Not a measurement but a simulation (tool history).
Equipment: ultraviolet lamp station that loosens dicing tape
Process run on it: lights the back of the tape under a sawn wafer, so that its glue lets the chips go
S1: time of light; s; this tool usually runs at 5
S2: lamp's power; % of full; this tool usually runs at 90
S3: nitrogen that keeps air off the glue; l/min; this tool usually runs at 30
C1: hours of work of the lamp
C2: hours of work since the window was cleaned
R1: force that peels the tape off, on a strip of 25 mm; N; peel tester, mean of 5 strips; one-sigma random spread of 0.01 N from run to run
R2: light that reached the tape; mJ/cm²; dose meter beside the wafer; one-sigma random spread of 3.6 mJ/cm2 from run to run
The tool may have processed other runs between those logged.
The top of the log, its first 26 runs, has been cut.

run 27 hour=1306.9 | S1=5 S2=77 S3=30 | C1=536 C2=51 | R1=0.567 R2=516
run 28 hour=1346.7 | S1=5 S2=69 S3=11 | C1=564 C2=79 | R1=1.327 R2=470
run 29 hour=1404.0 | S1=5 S2=68 S3=12 | C1=604 C2=119 | R1=1.345 R2=461
run 30 hour=1475.0 | S1=8 S2=60 S3=22 | C1=653 C2=168 | R1=0.494 R2=642
run 31 hour=1538.9 | S1=8 S2=60 S3=22 | C1=698 C2=213 | R1=0.520 R2=642
run 32 hour=1608.0 | S1=2 S2=90 S3=30 | C1=746 C2=261 | R1=1.837 R2=242
run 33 hour=1654.3 | S1=2 S2=82 S3=30 | C1=778 C2=293 | R1=2.055 R2=214
-- hour=1713.3 window cleaned of glue's vapour
run 34 hour=1722.5 | S1=2 S2=82 S3=30 | C1=825 C2=6 | R1=2.064 R2=220
run 35 hour=1776.9 | S1=5 S2=90 S3=53 | C1=863 C2=44 | R1=0.325 R2=603
run 36 hour=1810.5 | S1=6 S2=92 S3=34 | C1=887 C2=68 | R1=0.281 R2=748
run 37 hour=1850.5 | S1=6 S2=63 S3=34 | C1=915 C2=96 | R1=0.574 R2=505

What if the next run were any one of these 3? Each begins from the tool's condition after run 37:
run A hour=1889.5 | S1=6 S2=75 S3=22 | C1=942 C2=123 | R1=? R2=?
run B hour=1889.5 | S1=5 S2=90 S3=15 | C1=942 C2=123 | R1=? R2=?
run C hour=1889.5 | S1=3 S2=72 S3=34 | C1=942 C2=123 | R1=? R2=?

run=A R1=0.547 R2=605
run=B R1=0.724 R2=604
run=C R1=1.401 R2=286
Stripped of hidden state, with their random variation kept, the same runs would have yielded:
run=A R1=0.544 R2=607
run=B R1=0.719 R2=606
run=C R1=1.395 R2=287
